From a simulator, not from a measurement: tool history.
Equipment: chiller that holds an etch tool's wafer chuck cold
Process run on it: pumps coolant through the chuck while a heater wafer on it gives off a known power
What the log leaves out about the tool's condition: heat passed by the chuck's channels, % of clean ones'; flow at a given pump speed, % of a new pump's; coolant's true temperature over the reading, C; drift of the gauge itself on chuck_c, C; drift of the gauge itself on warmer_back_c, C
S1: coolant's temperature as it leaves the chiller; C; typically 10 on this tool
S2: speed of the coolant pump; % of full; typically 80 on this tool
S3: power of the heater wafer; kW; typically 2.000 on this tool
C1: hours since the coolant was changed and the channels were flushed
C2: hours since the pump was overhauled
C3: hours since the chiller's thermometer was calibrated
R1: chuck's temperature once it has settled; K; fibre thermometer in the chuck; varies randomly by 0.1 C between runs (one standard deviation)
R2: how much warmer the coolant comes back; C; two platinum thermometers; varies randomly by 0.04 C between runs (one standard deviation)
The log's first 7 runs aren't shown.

run 8 hour=520.1 | S1=10 S2=80 S3=2.000 | C1=2406 C2=3388 C3=1095 | R1=315.05 R2=10.50
run 9 hour=605.6 | S1=10 S2=80 S3=2.000 | C1=2491 C2=3474 C3=1181 | R1=315.15 R2=10.37
-- hour=649.5 coolant changed, channels flushed
run 10 hour=698.6 | S1=10 S2=80 S3=2.000 | C1=49 C2=3561 C3=1268 | R1=312.55 R2=10.50
run 11 hour=776.6 | S1=10 S2=80 S3=2.000 | C1=127 C2=3639 C3=1346 | R1=312.85 R2=10.48
run 12 hour=831.8 | S1=10 S2=83 S3=2.000 | C1=182 C2=3694 C3=1401 | R1=312.15 R2=10.13
run 13 hour=936.7 | S1=10 S2=97 S3=2.000 | C1=287 C2=3799 C3=1506 | R1=309.05 R2=8.71
run 14 hour=1041.1 | S1=10 S2=73 S3=2.000 | C1=392 C2=3903 C3=1610 | R1=315.65 R2=11.72
run 15 hour=1121.5 | S1=10 S2=73 S3=2.000 | C1=472 C2=3984 C3=1691 | R1=315.85 R2=11.85
-- hour=1229.4 coolant pump overhauled
run 16 hour=1232.1 | S1=10 S2=80 S3=1.282 | C1=578 C2=3 C3=1796 | R1=300.25 R2=5.57
run 17 hour=1298.3 | S1=10 S2=80 S3=1.282 | C1=644 C2=69 C3=1863 | R1=300.35 R2=5.57
run 18 hour=1399.2 | S1=2 S2=80 S3=1.282 | C1=745 C2=170 C3=1964 | R1=292.35 R2=5.63
run 19 hour=1483.8 | S1=2 S2=80 S3=1.282 | C1=829 C2=254 C3=2048 | R1=292.75 R2=5.59
-- hour=1517.5 chiller's thermometer calibrated
run 20 hour=1600.4 | S1=2 S2=80 S3=1.583 | C1=945 C2=370 C3=83 | R1=296.35 R2=6.98
run 21 hour=1703.7 | S1=2 S2=80 S3=1.583 | C1=1048 C2=473 C3=186 | R1=296.45 R2=7.05
run 22 hour=1813.9 | S1=2 S2=80 S3=1.583 | C1=1158 C2=583 C3=296 | R1=296.35 R2=7.08
run 23 hour=1869.6 | S1=5 S2=93 S3=1.583 | C1=1214 C2=639 C3=352 | R1=297.35 R2=6.08
run 24 hour=1969.4 | S1=5 S2=93 S3=1.583 | C1=1314 C2=739 C3=452 | R1=297.35 R2=6.08
run 25 hour=2032.7 | S1=5 S2=88 S3=1.583 | C1=1377 C2=802 C3=515 | R1=298.35 R2=6.53
run 26 hour=2129.2 | S1=10 S2=80 S3=2.127 | C1=1474 C2=899 C3=612 | R1=312.55 R2=9.70
run 27 hour=2239.8 | S1=10 S2=99 S3=2.506 | C1=1584 C2=1009 C3=722 | R1=312.95 R2=9.17

Run 28, settings as shown, results not yet in. Your forecast:
run 28 hour=2323.4 | S1=1 S2=99 S3=2.506 | C1=1668 C2=1093 C3=806 | R1=? R2=?

{"run 28": {"R1": 304.25, "R2": 9.27}}
If the tool had no hidden condition, the same run with the same run-to-run variation would have returned R1 301.15 K, R2 8.83 C.
